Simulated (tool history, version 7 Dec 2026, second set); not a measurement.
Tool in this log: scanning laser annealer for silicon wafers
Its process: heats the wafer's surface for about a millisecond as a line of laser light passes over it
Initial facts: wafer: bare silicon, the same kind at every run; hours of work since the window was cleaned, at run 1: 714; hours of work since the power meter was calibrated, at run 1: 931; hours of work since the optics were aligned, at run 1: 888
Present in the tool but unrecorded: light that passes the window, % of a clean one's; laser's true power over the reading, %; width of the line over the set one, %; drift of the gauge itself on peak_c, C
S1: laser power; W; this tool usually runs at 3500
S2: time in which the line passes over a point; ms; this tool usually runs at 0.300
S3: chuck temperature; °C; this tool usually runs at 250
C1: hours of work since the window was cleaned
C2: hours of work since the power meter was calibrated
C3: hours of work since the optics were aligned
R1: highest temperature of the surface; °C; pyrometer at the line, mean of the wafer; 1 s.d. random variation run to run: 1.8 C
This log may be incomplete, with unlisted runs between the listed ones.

run	hour	S1	S2	S3	C1	C2	C3	R1
1	0.0	3500	0.300	250	714	931	888	1026
2	22.9	3500	0.280	250	729	946	902	997
3	64.1	3500	0.280	250	755	972	928	995
4	89.4	3500	0.280	250	771	988	944	996
5	111.0	3500	0.280	250	785	1002	958	997
6	132.9	3500	0.280	258	799	1016	972	1004
7	164.9	3650	0.300	250	819	1036	992	1064
8	193.7	3650	0.300	250	837	1054	1011	1060
9	222.3	3650	0.300	250	856	1072	1029	1059
10	255.6	3650	0.300	250	877	1094	1050	1063
11	273.5	3650	0.300	250	888	1105	1061	1062
# hour 308.8: window over the wafer cleaned
12	315.3	3650	0.300	250	4	1130	1086	1090
13	343.9	3650	0.300	250	22	1148	1105	1088
14	383.8	3650	0.300	250	48	1174	1130	1087
15	424.9	3500	0.300	257	74	1200	1156	1048
16	467.9	3500	0.300	250	101	1227	1183	1042
17	490.5	3500	0.300	250	115	1241	1198	1041
18	513.2	3500	0.300	250	130	1256	1212	1039
19	545.9	3500	0.300	250	151	1277	1233	1038
20	580.0	3500	0.285	250	172	1298	1255	1014
21	611.4	3500	0.285	250	192	1318	1274	1015
22	634.6	3500	0.285	250	207	1333	1289	1014
23	675.4	3110	0.248	226	233	1359	1315	839
# hour 683.3: optics aligned, line set to its width
24	702.0	3520	0.373	271	246	1373	12	1136
25	743.3	3102	0.259	258	273	1399	38	869
26	761.8	3102	0.259	258	284	1410	50	868
27	785.5	3594	0.213	252	299	1426	65	917
28	811.1	3439	0.255	223	316	1442	81	912
29	837.3	3439	0.255	223	332	1458	98	911
# hour 871.2: optics aligned, line set to its width, once more
30	875.4	3500	0.212	290	353	1479	3	970
31	905.7	3809	0.212	243	373	1499	22	1001
32	925.3	3809	0.212	243	385	1511	34	1000
33	956.0	3500	0.228	217	405	1531	54	917
34	996.3	3633	0.305	282	430	1556	79	1134
35	1036.6	3633	0.305	282	456	1582	105	1134
36	1075.2	3210	0.300	271	480	1606	130	989
37	1095.8	3210	0.300	271	493	1619	143	989
38	1126.4	3178	0.237	268	513	1639	162	897
39	1149.9	3178	0.237	268	528	1654	177	893
40	1184.2	3178	0.237	268	549	1675	199	892
41	1212.3	3459	0.300	247	567	1693	217	1035

Alternative continuations, all from the tool just after run 41; predict every row:
A	1241.4	3494	0.233	281	586	1712	235	?
B	1241.4	3360	0.300	267	586	1712	235	?
C	1241.4	3782	0.353	235	586	1712	235	?

run	R1
A	978
B	1026
C	1195
Had the tool no hidden state, the same runs would have come out as:
run	R1
A	998
B	1047
C	1222
